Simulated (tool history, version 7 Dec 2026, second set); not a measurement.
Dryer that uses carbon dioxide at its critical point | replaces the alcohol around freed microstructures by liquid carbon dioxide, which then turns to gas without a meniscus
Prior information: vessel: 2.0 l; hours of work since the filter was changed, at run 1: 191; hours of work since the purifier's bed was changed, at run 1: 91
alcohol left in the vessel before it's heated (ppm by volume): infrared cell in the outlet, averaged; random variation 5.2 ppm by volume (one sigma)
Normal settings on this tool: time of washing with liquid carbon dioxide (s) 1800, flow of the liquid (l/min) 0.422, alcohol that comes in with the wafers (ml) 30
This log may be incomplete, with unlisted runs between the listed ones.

| run | hour | time of washing with liquid carbon dioxide (s) | flow of the liquid (l/min) | alcohol that comes in with the wafers (ml) | hours of work since the filter was changed | hours of work since the purifier's bed was changed | alcohol left in the vessel before it's heated (ppm by volume) |
|---|---|---|---|---|---|---|---|
| 1 | 0.0 | 1800 | 0.422 | 30 | 191 | 91 | 119 |
| 2 | 6.9 | 1800 | 0.486 | 30 | 195 | 96 | 69 |
| 3 | 14.2 | 1800 | 0.422 | 36 | 200 | 100 | 146 |
| 4 | 20.6 | 1620 | 0.422 | 30 | 204 | 105 | 187 |
| 5 | 29.6 | 1620 | 0.422 | 30 | 210 | 110 | 195 |
| 6 | 37.9 | 1620 | 0.422 | 30 | 215 | 116 | 200 |
| 7 | 44.7 | 1620 | 0.422 | 30 | 220 | 120 | 198 |
| 8 | 53.4 | 1620 | 0.422 | 30 | 225 | 126 | 203 |
| 9 | 61.5 | 1800 | 0.422 | 30 | 230 | 131 | 122 |
| 10 | 66.3 | 1800 | 0.422 | 30 | 234 | 134 | 127 |
| 11 | 73.1 | 1800 | 0.380 | 30 | 238 | 139 | 201 |
| 12 | 81.9 | 1800 | 0.665 | 30 | 244 | 144 | 20 |
| 13 | 87.2 | 1800 | 0.422 | 30 | 247 | 148 | 120 |
| 14 | 96.3 | 1800 | 0.422 | 30 | 253 | 154 | 137 |
| 15 | 104.2 | 1800 | 0.463 | 26 | 258 | 159 | 76 |
| 16 | 112.4 | 2340 | 0.544 | 30 | 263 | 164 | 24 |
| 17 | 116.4 | 1920 | 0.422 | 29 | 266 | 167 | 102 |
| 18 | 123.8 | 1800 | 0.329 | 27 | 271 | 171 | 322 |
| 19 | 133.1 | 1320 | 0.357 | 21 | 277 | 177 | 528 |
| 20 | 139.8 | 1260 | 0.526 | 24 | 281 | 182 | 196 |
| 21 | 149.1 | 1800 | 0.553 | 30 | 287 | 188 | 45 |
| 22 | 154.5 | 1800 | 0.553 | 30 | 291 | 191 | 45 |
| 23 | 161.3 | 2760 | 0.656 | 109 | 295 | 196 | 15 |
| 24 | 165.2 | 1380 | 0.468 | 108 | 298 | 198 | 933 |
| 25 | 170.8 | 1380 | 0.468 | 108 | 301 | 202 | 959 |
| 26 | 177.3 | 1380 | 0.468 | 108 | 305 | 206 | 932 |
| 27 | 183.1 | 1380 | 0.716 | 28 | 309 | 210 | 48 |
| 28 | 191.5 | 1380 | 0.626 | 28 | 315 | 215 | 88 |

Alternative continuations, all from the tool just after run 28; predict every row:
| A | 199.4 | 1140 | 0.626 | 41 | 320 | 220 | ? |
| B | 199.4 | 2580 | 0.275 | 37 | 320 | 220 | ? |
| C | 199.4 | 1800 | 0.276 | 49 | 320 | 220 | ? |

| run | alcohol left in the vessel before it's heated (ppm by volume) |
|---|---|
| A | 249 |
| B | 226 |
| C | 1057 |
The same runs, with their run-to-run variation unchanged, on a tool lacking any hidden condition would have given:
| run | alcohol left in the vessel before it's heated (ppm by volume) |
|---|---|
| A | 159 |
| B | 146 |
| C | 798 |

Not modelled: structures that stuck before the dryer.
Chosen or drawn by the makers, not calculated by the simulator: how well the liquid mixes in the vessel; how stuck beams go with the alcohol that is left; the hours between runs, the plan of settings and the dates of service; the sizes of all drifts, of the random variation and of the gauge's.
